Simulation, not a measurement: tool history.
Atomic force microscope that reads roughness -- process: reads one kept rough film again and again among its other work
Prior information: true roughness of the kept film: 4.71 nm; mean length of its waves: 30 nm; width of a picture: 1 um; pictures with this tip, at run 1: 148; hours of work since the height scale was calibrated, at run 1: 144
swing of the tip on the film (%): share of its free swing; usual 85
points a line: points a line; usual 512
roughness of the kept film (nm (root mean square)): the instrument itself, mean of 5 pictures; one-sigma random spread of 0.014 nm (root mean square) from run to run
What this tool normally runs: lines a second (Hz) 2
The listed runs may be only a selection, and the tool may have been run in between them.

run     day  lines a second (Hz)  swing of the tip on the film (%)  points a line  pictures with this tip  hours of work since the height scale was calibrated  roughness of the kept film (nm (root mean square))
  1       0                    2                                85            512                     148                                                  144                                               2.452
  2    0.25                    2                                85            512                     155                                                  148                                               2.407
  3   0.667                    2                                85            512                     168                                                  154                                               2.353
  4    1.05                 2.47                                85            512                     179                                                  159                                               2.234
  5   1.408                 2.47                                85            512                     190                                                  164                                               2.196
  6   1.658                    2                                85            512                     197                                                  168                                               2.259
      1.921  -- new tip fitted
  7   1.925                    2                                85            598                       0                                                  172                                               3.281
  8   2.371                    2                                85            598                      14                                                  178                                               3.169
  9   2.608                    2                                85            854                      21                                                  181                                               3.145
 10   3.029                    2                                85            854                      33                                                  187                                               3.038
 11   3.425                  2.8                                85            854                      45                                                  193                                               2.793
 12    3.95                  2.8                                85            854                      60                                                  201                                               2.703
 13   4.275                  2.8                                85            854                      70                                                  205                                               2.646
 14   4.796                  2.8                                85            854                      85                                                  213                                               2.572
 15   5.304                    2                                85            512                     100                                                  220                                               2.647
 16   5.608                    2                                85            512                     109                                                  224                                                 2.6
 17   5.975                  0.7                                65            512                     120                                                  230                                               2.889
 18   6.212                  1.1                                85            400                     127                                                  233                                               2.658
 19   6.454                    2                                89            512                     134                                                  237                                               2.372
 20     6.7                 1.26                                85            512                     141                                                  240                                               2.598
 21   6.925                 3.34                                85            480                     148                                                  243                                               2.218
 22   7.317                 0.53                                73            376                     160                                                  249                                               2.681
 23   7.846                 0.53                                73            376                     175                                                  256                                               2.632
 24   8.271                 1.12                                75            596                     188                                                  263                                               2.479
 25   8.525                 1.12                                75            596                     195                                                  266                                               2.465
      8.842  -- new tip fitted
 26   9.029                 2.55                                75            327                       6                                                  273                                               3.356
 27   9.562                 2.55                                75            327                      21                                                  281                                               3.237
 28  10.112                 2.55                                75            327                      38                                                  289                                               3.106
 29  10.471                 0.51                                57            455                      48                                                  294                                               3.404

For some of the steps in roughness of the kept film (nm (root mean square)) from one run to the next: how much would appear even if the tool had no hidden state, given the settings, what came in and random variation, and how much remains for the hidden state plus any gauge scatter that the measured result and the result without hidden state don't share?
Hidden state present: radius of the tip, nm; height scale over the true one, %; drift of the gauge itself on roughness_nm, %.
Run 6 -> 7: points a line 512 -> 598, new tip fitted. roughness of the kept film (nm (root mean square)) +1.022: hidden state +1.054, all else -0.032.
Run 25 -> 26: lines a second (Hz) 1.12 -> 2.55, points a line 596 -> 327, new tip fitted. roughness of the kept film (nm (root mean square)) +0.891: hidden state +1.145, all else -0.254.
